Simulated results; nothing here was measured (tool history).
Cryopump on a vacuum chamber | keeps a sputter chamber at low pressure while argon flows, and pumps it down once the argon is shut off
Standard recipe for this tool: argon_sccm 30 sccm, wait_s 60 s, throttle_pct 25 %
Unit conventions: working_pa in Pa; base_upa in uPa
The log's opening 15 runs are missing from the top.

| run | day | argon_sccm | wait_s | throttle_pct | hours of work since the pump was warmed up and emptied | hours of work since the cold head was overhauled | hours of work since the chamber's fittings were tightened | working_pa | base_upa |
|---|---|---|---|---|---|---|---|---|---|
| 16 | 24.967 | 43 | 60 | 25 | 1141 | 1141 | 562 | 0.1867 | 1.49 |
|  | 25.975 | pump warmed up, emptied and cooled again |
| 17 | 27.150 | 30 | 225 | 25 | 19 | 1173 | 594 | 0.1160 | 0.67 |
| 18 | 29.275 | 30 | 174 | 33 | 53 | 1207 | 628 | 0.0876 | 0.78 |
| 19 | 30.800 | 13 | 128 | 33 | 78 | 1232 | 653 | 0.0376 | 0.95 |
| 20 | 32.042 | 13 | 128 | 33 | 98 | 1252 | 673 | 0.0379 | 0.96 |
| 21 | 33.604 | 13 | 66 | 19 | 123 | 1277 | 698 | 0.0667 | 1.25 |
| 22 | 35.738 | 30 | 130 | 25 | 157 | 1311 | 732 | 0.1172 | 0.99 |
| 23 | 37.321 | 25 | 152 | 35 | 182 | 1337 | 758 | 0.0705 | 0.93 |
| 24 | 38.671 | 25 | 23 | 48 | 204 | 1358 | 779 | 0.0516 | 2.61 |
| 25 | 40.188 | 25 | 23 | 48 | 229 | 1383 | 804 | 0.0519 | 2.62 |
| 26 | 41.929 | 30 | 44 | 20 | 257 | 1411 | 832 | 0.1483 | 1.71 |
| 27 | 44.021 | 21 | 88 | 20 | 290 | 1445 | 865 | 0.1045 | 1.21 |
| 28 | 44.929 | 57 | 255 | 36 | 305 | 1459 | 880 | 0.1587 | 0.87 |
| 29 | 46.925 | 30 | 72 | 25 | 337 | 1491 | 912 | 0.1196 | 1.34 |
| 30 | 48.950 | 30 | 72 | 25 | 370 | 1524 | 945 | 0.1204 | 1.42 |
| 31 | 51.125 | 30 | 72 | 25 | 404 | 1559 | 980 | 0.1211 | 1.43 |
| 32 | 52.162 | 30 | 72 | 25 | 421 | 1576 | 996 | 0.1192 | 1.47 |
| 33 | 53.754 | 30 | 65 | 19 | 447 | 1601 | 1022 | 0.1577 | 1.53 |

Expected results for the next run?
| 34 | 55.179 | 30 | 88 | 24 | 470 | 1624 | 1045 | ? | ? |

working_pa: 0.1254 Pa
base_upa: 1.38 uPa
With no hidden state in the tool, this same run would have given working_pa 0.1207 Pa, base_upa 0.69 uPa.
